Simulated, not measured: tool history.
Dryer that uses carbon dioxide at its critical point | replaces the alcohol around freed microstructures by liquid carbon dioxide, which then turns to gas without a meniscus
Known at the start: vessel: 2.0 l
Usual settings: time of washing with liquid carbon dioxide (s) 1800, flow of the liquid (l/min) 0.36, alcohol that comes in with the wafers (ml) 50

run    hour  time of washing with liquid carbon dioxide (s)  flow of the liquid (l/min)  alcohol that comes in with the wafers (ml)  alcohol left in the vessel before it's heated (ppm by volume)
  1       0                                            1800                        0.36                                          50                                                            427
  2    38.9                                            1800                        0.36                                          50                                                            436
  3    69.3                                            1800                        0.36                                          50                                                            440
  4    92.1                                            1800                        0.36                                          50                                                            469
  5   123.1                                            1800                        0.36                                          50                                                            475
  6     147                                            1800                        0.36                                          30                                                            403
  7   174.3                                            1800                        0.36                                          30                                                            135
  8   197.7                                            1800                        0.36                                          50                                                            244
  9   237.1                                            1800                        0.36                                          50                                                            267
 10   271.8                                            1800                        0.36                                          50                                                            276
 11   294.9                                            1800                        0.36                                          50                                                            295
 12   321.5                                            1500                        0.36                                          50                                                            597
 13   340.1                                            2820                        0.36                                          50                                                             78
 14   373.9                                            2820                        0.36                                          50                                                             88
 15   410.9                                            2820                        0.36                                          50                                                             87
 16     429                                            2820                        0.36                                          50                                                            102
 17   456.7                                            2820                        0.36                                          50                                                            102
 18   472.6                                            2820                        0.36                                          50                                                            104
 19   507.3                                            2820                        0.36                                          50                                                            114
 20   545.7                                            2820                        0.36                                          50                                                            124
 21   564.7                                            1800                        0.36                                          50                                                            294
 22   589.1                                            1800                       0.365                                          50                                                            292
 23     607                                            2280                       0.365                                          50                                                            175
 24   636.4                                            1380                       0.264                                          33                                                           1168
 25   654.4                                            1680                       0.407                                         120                                                            496
 26   690.8                                            1680                       0.407                                         120                                                            511
 27   713.8                                            1680                       0.407                                         120                                                            528
 28   732.1                                            1680                       0.407                                         120                                                            527
 29   748.1                                            1920                       0.575                                          77                                                            194
 30   764.6                                            1980                        0.36                                          99                                                            434
 31   794.1                                            1980                        0.36                                          99                                                            446
 32   825.4                                            1740                        0.36                                          73                                                            561
 33   853.4                                            1740                       0.336                                          35                                                            455
 34   889.9                                            1740                       0.336                                          35                                                            467
 35   916.7                                            1740                       0.336                                          35                                                            477
 36   935.7                                            1260                       0.232                                          61                                                           3927
 37   957.7                                            2700                       0.459                                          34                                                            246
 38   988.9                                            2040                       0.422                                          42                                                            295
 39  1009.5                                            1800                        0.36                                          22                                                            353
 40  1042.8                                            1800                        0.36                                          22                                                            392
 41  1084.9                                            2100                       0.221                                          22                                                            436

Not shown: 3 entries that the log had between the listed runs. Between which runs, and how does the tool's hidden state differ before and after?
Between runs 6 and 7: purifier's bed changed (hour 164.4)
  flow that reaches the vessel past the clogged filter, %: 93.1 -> 92.7; alcohol in the recycled carbon dioxide, ppm: 270.9 -> 8
  measured less the result without the state, alcohol left in the vessel before it's heated (ppm by volume): +301 -> +44
Between runs 16 and 17: inlet filter changed (hour 446.8)
  flow that reaches the vessel past the clogged filter, %: 88.5 -> 99.6; alcohol in the recycled carbon dioxide, ppm: 82.6 -> 91.3
  measured less the result without the state, alcohol left in the vessel before it's heated (ppm by volume): +91 -> +86
Between runs 40 and 41: purifier's bed changed (hour 1048.6)
  flow that reaches the vessel past the clogged filter, %: 90.1 -> 89.4; alcohol in the recycled carbon dioxide, ppm: 270.6 -> 17.1
  measured less the result without the state, alcohol left in the vessel before it's heated (ppm by volume): +315 -> +146
